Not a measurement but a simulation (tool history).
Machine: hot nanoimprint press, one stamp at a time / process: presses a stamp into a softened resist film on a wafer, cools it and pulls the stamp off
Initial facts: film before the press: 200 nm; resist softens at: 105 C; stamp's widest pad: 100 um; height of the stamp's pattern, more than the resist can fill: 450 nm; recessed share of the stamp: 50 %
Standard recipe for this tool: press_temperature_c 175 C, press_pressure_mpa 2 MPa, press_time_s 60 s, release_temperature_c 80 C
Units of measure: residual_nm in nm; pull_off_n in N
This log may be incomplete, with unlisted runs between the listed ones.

run 1 day=0 | press_temperature_c=175 press_pressure_mpa=2 press_time_s=60 release_temperature_c=80 | residual_nm=121.7 pull_off_n=234
run 2 day=0.521 | press_temperature_c=175 press_pressure_mpa=2 press_time_s=60 release_temperature_c=80 | residual_nm=122.4 pull_off_n=237
run 3 day=1.254 | press_temperature_c=175 press_pressure_mpa=2.75 press_time_s=60 release_temperature_c=80 | residual_nm=108.7 pull_off_n=239
run 4 day=2.075 | press_temperature_c=175 press_pressure_mpa=2.75 press_time_s=60 release_temperature_c=80 | residual_nm=107.6 pull_off_n=240
-- day=2.542 stamp cleaned and given a new release coat
run 5 day=3.404 | press_temperature_c=175 press_pressure_mpa=2.75 press_time_s=60 release_temperature_c=80 | residual_nm=108.6 pull_off_n=194
run 6 day=4.038 | press_temperature_c=175 press_pressure_mpa=2 press_time_s=59 release_temperature_c=80 | residual_nm=124.1 pull_off_n=199
run 7 day=4.817 | press_temperature_c=175 press_pressure_mpa=2 press_time_s=60 release_temperature_c=80 | residual_nm=125.4 pull_off_n=200
run 8 day=5.479 | press_temperature_c=175 press_pressure_mpa=2 press_time_s=60 release_temperature_c=81 | residual_nm=123.8 pull_off_n=200
run 9 day=6.017 | press_temperature_c=175 press_pressure_mpa=2 press_time_s=60 release_temperature_c=81 | residual_nm=123.4 pull_off_n=202
run 10 day=6.996 | press_temperature_c=175 press_pressure_mpa=1.41 press_time_s=60 release_temperature_c=81 | residual_nm=140.4 pull_off_n=213
-- day=7.217 plate thermocouple calibrated
run 11 day=8.321 | press_temperature_c=175 press_pressure_mpa=1.41 press_time_s=60 release_temperature_c=81 | residual_nm=142 pull_off_n=207
run 12 day=9.083 | press_temperature_c=182 press_pressure_mpa=2 press_time_s=56 release_temperature_c=80 | residual_nm=99.6 pull_off_n=212
run 13 day=9.667 | press_temperature_c=167 press_pressure_mpa=2.58 press_time_s=40 release_temperature_c=77 | residual_nm=158.6 pull_off_n=221
-- day=10.292 plate thermocouple calibrated, once more
run 14 day=10.992 | press_temperature_c=181 press_pressure_mpa=2.58 press_time_s=40 release_temperature_c=83 | residual_nm=99.5 pull_off_n=209
run 15 day=11.679 | press_temperature_c=181 press_pressure_mpa=2.58 press_time_s=35 release_temperature_c=66 | residual_nm=103.7 pull_off_n=238
run 16 day=12.596 | press_temperature_c=174 press_pressure_mpa=1.32 press_time_s=91 release_temperature_c=72 | residual_nm=131 pull_off_n=230
run 17 day=13.6 | press_temperature_c=175 press_pressure_mpa=2.73 press_time_s=91 release_temperature_c=72 | residual_nm=91.4 pull_off_n=242
run 18 day=14.812 | press_temperature_c=184 press_pressure_mpa=2 press_time_s=88 release_temperature_c=80 | residual_nm=75.9 pull_off_n=236
run 19 day=15.5 | press_temperature_c=170 press_pressure_mpa=3.05 press_time_s=88 release_temperature_c=79 | residual_nm=108.6 pull_off_n=239

4 ways to go on from here, each from the tool as it stands after run 19. What would each give?
run A day=16.038 | press_temperature_c=175 press_pressure_mpa=2 press_time_s=108 release_temperature_c=73 | residual_nm=? pull_off_n=?
run B day=16.038 | press_temperature_c=170 press_pressure_mpa=3.05 press_time_s=63 release_temperature_c=74 | residual_nm=? pull_off_n=?
run C day=16.038 | press_temperature_c=170 press_pressure_mpa=2.54 press_time_s=74 release_temperature_c=72 | residual_nm=? pull_off_n=?
run D day=16.038 | press_temperature_c=169 press_pressure_mpa=3.05 press_time_s=88 release_temperature_c=79 | residual_nm=? pull_off_n=?

run=A residual_nm=100.4 pull_off_n=249
run=B residual_nm=120.1 pull_off_n=248
run=C residual_nm=124 pull_off_n=243
run=D residual_nm=113.2 pull_off_n=236
Without the tool's hidden state the same runs would have given:
run=A residual_nm=98.6 pull_off_n=206
run=B residual_nm=117.3 pull_off_n=205
run=C residual_nm=121.7 pull_off_n=201
run=D residual_nm=110.5 pull_off_n=194
